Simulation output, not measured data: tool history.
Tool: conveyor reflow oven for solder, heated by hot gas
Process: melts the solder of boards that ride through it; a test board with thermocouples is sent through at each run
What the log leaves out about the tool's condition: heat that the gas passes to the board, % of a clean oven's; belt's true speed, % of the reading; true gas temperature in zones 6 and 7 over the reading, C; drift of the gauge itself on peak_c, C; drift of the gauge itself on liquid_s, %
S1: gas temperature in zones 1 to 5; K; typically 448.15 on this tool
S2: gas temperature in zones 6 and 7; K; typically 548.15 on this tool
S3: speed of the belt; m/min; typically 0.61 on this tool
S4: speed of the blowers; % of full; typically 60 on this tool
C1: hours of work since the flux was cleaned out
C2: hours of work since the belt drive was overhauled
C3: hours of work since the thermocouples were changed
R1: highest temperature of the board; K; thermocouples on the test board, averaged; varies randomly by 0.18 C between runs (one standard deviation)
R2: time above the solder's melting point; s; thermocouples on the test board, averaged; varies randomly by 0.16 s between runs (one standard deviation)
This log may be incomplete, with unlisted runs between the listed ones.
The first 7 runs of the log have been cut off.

{"run": 8, "hour": 404.4, "S1": 458.15, "S2": 559.15, "S3": 0.61, "S4": 60, "C1": 299, "C2": 239, "C3": 596, "R1": 539.45, "R2": 62.1}
{"run": 9, "hour": 460.6, "S1": 458.15, "S2": 559.15, "S3": 0.61, "S4": 60, "C1": 333, "C2": 274, "C3": 631, "R1": 539.35, "R2": 62}
{"run": 10, "hour": 531.9, "S1": 458.15, "S2": 559.15, "S3": 0.61, "S4": 60, "C1": 377, "C2": 318, "C3": 674, "R1": 539.35, "R2": 62.2}
{"run": 11, "hour": 597.2, "S1": 458.15, "S2": 559.15, "S3": 0.61, "S4": 60, "C1": 417, "C2": 358, "C3": 715, "R1": 539.15, "R2": 62.2}
{"hour": 653.6, "done": "flux residue cleaned out of gas plates and filters"}
{"run": 12, "hour": 653.6, "S1": 448.15, "S2": 548.15, "S3": 0.625, "S4": 60, "C1": 0, "C2": 390, "C3": 746, "R1": 525.45, "R2": 49.4}
{"run": 13, "hour": 719.6, "S1": 448.15, "S2": 548.15, "S3": 0.625, "S4": 60, "C1": 41, "C2": 430, "C3": 787, "R1": 525.85, "R2": 49.3}
{"run": 14, "hour": 779.6, "S1": 457.15, "S2": 548.15, "S3": 0.61, "S4": 60, "C1": 77, "C2": 467, "C3": 824, "R1": 528.95, "R2": 55.9}
{"run": 15, "hour": 845.9, "S1": 448.15, "S2": 559.15, "S3": 0.61, "S4": 60, "C1": 118, "C2": 508, "C3": 865, "R1": 535.15, "R2": 56.7}
{"run": 16, "hour": 914.2, "S1": 448.15, "S2": 551.15, "S3": 0.513, "S4": 52, "C1": 160, "C2": 550, "C3": 907, "R1": 534.05, "R2": 67.5}
{"hour": 950.9, "done": "flux residue cleaned out of gas plates and filters, once more"}
{"run": 17, "hour": 968.7, "S1": 451.15, "S2": 554.15, "S3": 0.513, "S4": 52, "C1": 11, "C2": 580, "C3": 937, "R1": 540.55, "R2": 72.8}
{"run": 18, "hour": 1000.4, "S1": 434.15, "S2": 562.15, "S3": 0.646, "S4": 52, "C1": 30, "C2": 600, "C3": 957, "R1": 534.65, "R2": 49.3}
{"hour": 1042.3, "done": "thermocouples of zones 6 and 7 changed"}
{"run": 19, "hour": 1048.8, "S1": 434.15, "S2": 556.15, "S3": 0.646, "S4": 72, "C1": 59, "C2": 628, "C3": 4, "R1": 531.75, "R2": 48.6}
{"run": 20, "hour": 1122.1, "S1": 434.15, "S2": 556.15, "S3": 0.646, "S4": 72, "C1": 104, "C2": 673, "C3": 49, "R1": 531.55, "R2": 48.4}
{"run": 21, "hour": 1185.4, "S1": 448.15, "S2": 555.15, "S3": 0.61, "S4": 60, "C1": 143, "C2": 712, "C3": 88, "R1": 533.35, "R2": 56.1}
{"run": 22, "hour": 1239.7, "S1": 448.15, "S2": 555.15, "S3": 0.61, "S4": 60, "C1": 176, "C2": 746, "C3": 121, "R1": 532.85, "R2": 56}
{"run": 23, "hour": 1307.8, "S1": 445.15, "S2": 561.15, "S3": 0.494, "S4": 60, "C1": 218, "C2": 788, "C3": 163, "R1": 545.55, "R2": 76.3}
{"run": 24, "hour": 1348.1, "S1": 444.15, "S2": 563.15, "S3": 0.61, "S4": 77, "C1": 243, "C2": 813, "C3": 188, "R1": 542.65, "R2": 59.8}
{"run": 25, "hour": 1394.4, "S1": 448.15, "S2": 544.15, "S3": 0.494, "S4": 72, "C1": 272, "C2": 841, "C3": 217, "R1": 532.35, "R2": 70.6}
{"run": 26, "hour": 1437.9, "S1": 448.15, "S2": 544.15, "S3": 0.494, "S4": 72, "C1": 298, "C2": 868, "C3": 243, "R1": 532.45, "R2": 70.8}
{"run": 27, "hour": 1515.7, "S1": 448.15, "S2": 544.15, "S3": 0.494, "S4": 72, "C1": 346, "C2": 916, "C3": 291, "R1": 532.55, "R2": 70.6}
{"run": 28, "hour": 1577.2, "S1": 454.15, "S2": 544.15, "S3": 0.712, "S4": 82, "C1": 384, "C2": 953, "C3": 329, "R1": 523.05, "R2": 44}
{"run": 29, "hour": 1632.9, "S1": 454.15, "S2": 557.15, "S3": 0.657, "S4": 82, "C1": 418, "C2": 988, "C3": 363, "R1": 536.75, "R2": 55.7}
{"hour": 1685.0, "done": "flux residue cleaned out of gas plates and filters"}
{"run": 30, "hour": 1685.3, "S1": 452.15, "S2": 548.15, "S3": 0.601, "S4": 60, "C1": 0, "C2": 1017, "C3": 393, "R1": 530.25, "R2": 56.9}

4 options for the next run, each taken on its own from the tool as it stands now. Forecast them:
{"run": "A", "hour": 1718.1, "S1": 449.15, "S2": 548.15, "S3": 0.61, "S4": 60, "C1": 20, "C2": 1037, "C3": 413, "R1": "?", "R2": "?"}
{"run": "B", "hour": 1718.1, "S1": 458.15, "S2": 540.15, "S3": 0.601, "S4": 78, "C1": 20, "C2": 1037, "C3": 413, "R1": "?", "R2": "?"}
{"run": "C", "hour": 1718.1, "S1": 442.15, "S2": 549.15, "S3": 0.664, "S4": 60, "C1": 20, "C2": 1037, "C3": 413, "R1": "?", "R2": "?"}
{"run": "D", "hour": 1718.1, "S1": 437.15, "S2": 561.15, "S3": 0.61, "S4": 60, "C1": 20, "C2": 1037, "C3": 413, "R1": "?", "R2": "?"}

run=A R1=529.45 R2=54.5
run=B R1=527.45 R2=58.5
run=C R1=525.15 R2=45
run=D R1=538.05 R2=55.5
With the hidden condition removed and each run's random variation left untouched, the same runs would have given:
run=A R1=528.35 R2=53
run=B R1=526.55 R2=57
run=C R1=524.15 R2=43.6
run=D R1=536.95 R2=54.1

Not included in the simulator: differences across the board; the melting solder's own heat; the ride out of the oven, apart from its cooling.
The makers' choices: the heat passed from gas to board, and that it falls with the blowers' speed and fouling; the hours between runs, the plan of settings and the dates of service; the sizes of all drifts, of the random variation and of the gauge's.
